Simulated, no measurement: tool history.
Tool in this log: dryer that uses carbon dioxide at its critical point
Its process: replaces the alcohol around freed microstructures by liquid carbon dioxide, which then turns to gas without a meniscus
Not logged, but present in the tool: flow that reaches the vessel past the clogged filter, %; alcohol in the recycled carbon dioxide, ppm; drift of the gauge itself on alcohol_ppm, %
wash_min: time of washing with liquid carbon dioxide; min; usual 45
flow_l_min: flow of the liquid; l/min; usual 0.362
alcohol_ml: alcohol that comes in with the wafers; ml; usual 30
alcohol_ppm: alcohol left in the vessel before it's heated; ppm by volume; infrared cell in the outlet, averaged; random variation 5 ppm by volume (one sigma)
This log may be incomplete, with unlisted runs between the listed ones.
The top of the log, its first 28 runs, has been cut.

run,hour,wash_min,flow_l_min,alcohol_ml,hours of work since the filter was changed,hours of work since the purifier's bed was changed,alcohol_ppm
29,496.4,62,0.399,94,191,624,46
30,509,45,0.424,42,200,633,56
31,528.1,29,0.327,22,214,647,327
32,541.1,29,0.327,22,223,656,331
33,558.3,29,0.305,23,236,669,449
34,581.6,45,0.362,29,253,686,68
35,595,45,0.362,29,262,695,72
36,607.1,45,0.447,30,271,704,39
37,631.9,29,0.518,31,289,722,103
38,645.8,58,0.457,31,299,732,46
# hour 656.4: inlet filter changed
39,666.5,58,0.457,31,7,747,49
40,677.5,58,0.457,31,15,755,40
41,696.7,45,0.51,21,29,769,40

4 options for the next run, each taken on its own from the tool as it stands now. Forecast them:
A,709.1,27,0.51,39,38,778,?
B,709.1,31,0.602,27,38,778,?
C,709.1,38,0.362,107,38,778,?
D,709.1,29,0.421,99,38,778,?

run,alcohol_ppm
A,103
B,43
C,212
D,352
Without the tool's unlogged condition, the same runs would have read:
run,alcohol_ppm
A,56
B,3
C,151
D,277

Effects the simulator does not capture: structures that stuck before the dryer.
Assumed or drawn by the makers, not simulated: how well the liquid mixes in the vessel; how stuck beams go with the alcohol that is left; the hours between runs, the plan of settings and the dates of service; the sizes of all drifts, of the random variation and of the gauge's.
